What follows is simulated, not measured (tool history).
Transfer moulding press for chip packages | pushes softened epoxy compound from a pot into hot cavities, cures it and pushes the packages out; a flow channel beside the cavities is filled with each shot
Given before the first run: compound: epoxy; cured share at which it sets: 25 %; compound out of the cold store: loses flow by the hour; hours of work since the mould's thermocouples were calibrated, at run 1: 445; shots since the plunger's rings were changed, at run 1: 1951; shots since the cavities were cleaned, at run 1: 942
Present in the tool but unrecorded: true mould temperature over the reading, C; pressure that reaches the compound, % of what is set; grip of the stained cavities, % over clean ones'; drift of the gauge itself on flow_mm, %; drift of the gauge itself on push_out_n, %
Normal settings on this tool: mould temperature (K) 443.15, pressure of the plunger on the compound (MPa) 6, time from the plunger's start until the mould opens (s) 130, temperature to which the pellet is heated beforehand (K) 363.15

run,hour,mould temperature (K),pressure of the plunger on the compound (MPa),time from the plunger's start until the mould opens (s),temperature to which the pellet is heated beforehand (K),hours of work since the mould's thermocouples were calibrated,shots since the plunger's rings were changed,shots since the cavities were cleaned,incoming compound's hours out of the cold store,length that the compound runs in the flow channel (mm),greatest force on the pins that push the packages out (N)
1,0,443.15,6,130,363.15,445,1951,942,31.2,769,513
2,8.2,443.15,6,130,363.15,450,2023,1014,39.3,737,511
# hour 18.7: cavities cleaned with cleaning compound and waxed
3,26.3,443.15,6,130,361.15,461,2172,68,39,733,343
4,43.1,443.15,6,130,370.15,472,2322,218,30.6,769,403
5,60.6,443.15,6,130,371.15,484,2479,375,39,723,405
6,76.7,443.15,6,130,371.15,494,2623,519,43.4,702,435
7,88.4,443.15,6,130,371.15,502,2728,624,28.4,783,456
8,102.7,443.15,6,130,371.15,512,2856,752,37.4,737,493
9,118.4,443.15,6,130,363.15,522,2997,893,45.4,693,510
10,132.3,443.15,4.57,130,363.15,531,3121,1017,40.9,628,500
# hour 143: cavities cleaned with cleaning compound and waxed
11,148.8,443.15,6.75,130,363.15,541,3256,53,11.9,903,362
12,164.1,443.15,4.96,130,363.15,551,3392,189,9.7,796,402
13,176,443.15,4.96,130,363.15,559,3499,296,42.6,640,414
14,194,443.15,6,130,363.15,571,3660,457,34.6,736,443
15,203.6,443.15,6,130,363.15,577,3745,542,23.1,783,488
16,221.1,447.15,6.18,119,366.15,588,3902,699,21.1,807,475
17,229.2,447.15,6.18,119,366.15,594,3975,772,9.1,870,484
18,240.8,447.15,5.24,119,366.15,601,4079,876,17.8,742,499
19,252.1,435.15,4.69,119,366.15,609,4180,977,20.7,730,983
20,260.8,438.15,5.12,130,363.15,615,4257,1054,14,781,679

Expected results for the next run?
# hour 267.6: mould's thermocouples calibrated
# hour 269.1: cavities cleaned with cleaning compound and waxed
21,277.2,438.15,5.12,130,363.15,5,4373,73,34.5,?,?

length that the compound runs in the flow channel (mm): 678
greatest force on the pins that push the packages out (N): 407
Were there no unlogged condition in the tool, this run, its random variation unchanged, would have produced length that the compound runs in the flow channel (mm) 726, greatest force on the pins that push the packages out (N) 375.

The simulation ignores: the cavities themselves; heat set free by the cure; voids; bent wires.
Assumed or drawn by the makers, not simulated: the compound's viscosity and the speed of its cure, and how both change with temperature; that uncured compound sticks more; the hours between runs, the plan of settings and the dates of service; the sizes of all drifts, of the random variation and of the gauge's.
